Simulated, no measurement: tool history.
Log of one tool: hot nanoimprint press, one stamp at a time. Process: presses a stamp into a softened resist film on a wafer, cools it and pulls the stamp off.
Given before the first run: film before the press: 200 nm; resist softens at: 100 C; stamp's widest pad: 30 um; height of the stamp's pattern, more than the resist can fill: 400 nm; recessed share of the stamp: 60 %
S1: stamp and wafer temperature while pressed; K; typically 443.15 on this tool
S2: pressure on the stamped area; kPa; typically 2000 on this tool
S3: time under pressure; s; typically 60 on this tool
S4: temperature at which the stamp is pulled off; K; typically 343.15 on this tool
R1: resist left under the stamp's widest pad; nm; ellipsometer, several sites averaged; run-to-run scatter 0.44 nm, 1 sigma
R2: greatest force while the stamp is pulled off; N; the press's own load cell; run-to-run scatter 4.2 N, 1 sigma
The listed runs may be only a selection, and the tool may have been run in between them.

Run 1, hour 0.0: usual settings. Result: R1 81.8 nm, R2 248 N.
Run 2, hour 6.9: usual settings but S4 345.15 K. Result: R1 81.5 nm, R2 249 N.
Run 3, hour 16.4: usual settings but S4 345.15 K. Result: R1 82.1 nm, R2 244 N.
Run 4, hour 31.2: usual settings but S3 103 s. Result: R1 66.0 nm, R2 258 N.
Run 5, hour 37.7: usual settings but S3 103 s. Result: R1 65.6 nm, R2 260 N.
Run 6, hour 47.5: usual settings but S2 1440 kPa. Result: R1 94.7 nm, R2 260 N.
Run 7, hour 54.9: usual settings but S2 1440 kPa. Result: R1 95.2 nm, R2 253 N.
Run 8, hour 62.7: usual settings but S3 47 s. Result: R1 89.8 nm, R2 264 N.
Run 9, hour 75.6: usual settings but S3 47 s. Result: R1 90.1 nm, R2 255 N.
Run 10, hour 89.6: usual settings but S2 2650 kPa. Result: R1 71.5 nm, R2 261 N.
Run 11, hour 103.0: usual settings but S2 2650 kPa. Result: R1 71.6 nm, R2 262 N.
Run 12, hour 114.1: usual settings but S1 434.15 K, S2 2370 kPa, S3 61 s, S4 349.15 K. Result: R1 106.8 nm, R2 241 N.
Run 13, hour 122.5: usual settings but S1 434.15 K, S2 1830 kPa, S3 50 s, S4 349.15 K. Result: R1 125.1 nm, R2 241 N.
Run 14, hour 137.0: usual settings but S1 434.15 K, S2 1830 kPa, S3 50 s, S4 349.15 K. Result: R1 125.8 nm, R2 249 N.
Run 15, hour 147.3: usual settings but S2 1550 kPa, S4 348.15 K. Result: R1 91.7 nm, R2 257 N.

Below, some changes in R1 between adjacent runs. For each, the amount present without the hidden state too (settings, incoming material, random variation) and the amount remaining for the hidden state with gauge scatter not shared by both compared results:
The hidden state here: true temperature over the reading, C; pressure that arrives at the usual setting, %; grip of the stamp's worn release coat, % over a new coat's; drift of the gauge itself on residual_nm, %; drift of the gauge itself on pull_off_n, %.
Run 11 -> 12: S1 443.15 -> 434.15, S2 2650 -> 2370, S3 60 -> 61, S4 343.15 -> 349.15. R1 +35.2 nm: hidden state -0.6, all else +35.8.
